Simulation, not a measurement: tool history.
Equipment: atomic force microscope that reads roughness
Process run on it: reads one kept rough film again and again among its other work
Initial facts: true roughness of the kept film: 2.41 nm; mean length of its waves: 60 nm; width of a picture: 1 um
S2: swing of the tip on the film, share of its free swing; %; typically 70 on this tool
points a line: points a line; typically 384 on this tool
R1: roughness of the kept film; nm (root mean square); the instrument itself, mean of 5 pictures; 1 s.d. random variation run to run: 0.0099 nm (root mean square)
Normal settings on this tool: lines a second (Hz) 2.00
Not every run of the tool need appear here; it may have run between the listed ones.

run 1 hour=0.0 | lines_a_second_(Hz)=2.00 S2=70 points_a_line=384 | R1=2.228
run 2 hour=7.8 | lines_a_second_(Hz)=2.00 S2=70 points_a_line=384 | R1=2.223
run 3 hour=22.9 | lines_a_second_(Hz)=2.00 S2=70 points_a_line=384 | R1=2.209
run 4 hour=37.2 | lines_a_second_(Hz)=2.00 S2=59 points_a_line=384 | R1=2.234
run 5 hour=45.1 | lines_a_second_(Hz)=1.55 S2=59 points_a_line=384 | R1=2.230
run 6 hour=59.6 | lines_a_second_(Hz)=0.94 S2=70 points_a_line=384 | R1=2.222
run 7 hour=71.5 | lines_a_second_(Hz)=0.94 S2=70 points_a_line=384 | R1=2.205
run 8 hour=79.5 | lines_a_second_(Hz)=0.94 S2=70 points_a_line=384 | R1=2.193
run 9 hour=93.1 | lines_a_second_(Hz)=0.67 S2=70 points_a_line=384 | R1=2.188
run 10 hour=103.7 | lines_a_second_(Hz)=0.67 S2=70 points_a_line=384 | R1=2.178
run 11 hour=118.3 | lines_a_second_(Hz)=0.67 S2=71 points_a_line=384 | R1=2.191
-- hour=120.2 height scale calibrated on a step standard
run 12 hour=136.6 | lines_a_second_(Hz)=0.67 S2=71 points_a_line=384 | R1=2.153
run 13 hour=146.0 | lines_a_second_(Hz)=1.59 S2=83 points_a_line=376 | R1=2.064
run 14 hour=159.2 | lines_a_second_(Hz)=1.59 S2=63 points_a_line=376 | R1=2.135
run 15 hour=171.5 | lines_a_second_(Hz)=0.74 S2=63 points_a_line=376 | R1=2.148
-- hour=177.4 new tip fitted
run 16 hour=182.9 | lines_a_second_(Hz)=0.74 S2=63 points_a_line=376 | R1=2.325
run 17 hour=199.3 | lines_a_second_(Hz)=0.90 S2=87 points_a_line=440 | R1=2.255
-- hour=209.9 height scale calibrated on a step standard, once more
run 18 hour=209.9 | lines_a_second_(Hz)=0.62 S2=70 points_a_line=367 | R1=2.273
run 19 hour=227.0 | lines_a_second_(Hz)=0.62 S2=77 points_a_line=811 | R1=2.273
run 20 hour=236.5 | lines_a_second_(Hz)=0.52 S2=70 points_a_line=329 | R1=2.254
run 21 hour=248.3 | lines_a_second_(Hz)=1.99 S2=59 points_a_line=355 | R1=2.244
run 22 hour=265.5 | lines_a_second_(Hz)=1.99 S2=59 points_a_line=355 | R1=2.215
run 23 hour=277.9 | lines_a_second_(Hz)=0.92 S2=65 points_a_line=355 | R1=2.235

Branching from run 23: 5 alternative next runs. What would each branch give?
run A hour=285.5 | lines_a_second_(Hz)=0.92 S2=90 points_a_line=355 | R1=?
run B hour=285.5 | lines_a_second_(Hz)=0.92 S2=76 points_a_line=636 | R1=?
run C hour=285.5 | lines_a_second_(Hz)=1.04 S2=70 points_a_line=384 | R1=?
run D hour=285.5 | lines_a_second_(Hz)=0.55 S2=56 points_a_line=350 | R1=?
run E hour=285.5 | lines_a_second_(Hz)=3.19 S2=65 points_a_line=348 | R1=?

run=A R1=2.138
run=B R1=2.173
run=C R1=2.197
run=D R1=2.241
run=E R1=2.131
Without the tool's unlogged condition, the same runs would have read:
run=A R1=2.233
run=B R1=2.270
run=C R1=2.295
run=D R1=2.341
run=E R1=2.226

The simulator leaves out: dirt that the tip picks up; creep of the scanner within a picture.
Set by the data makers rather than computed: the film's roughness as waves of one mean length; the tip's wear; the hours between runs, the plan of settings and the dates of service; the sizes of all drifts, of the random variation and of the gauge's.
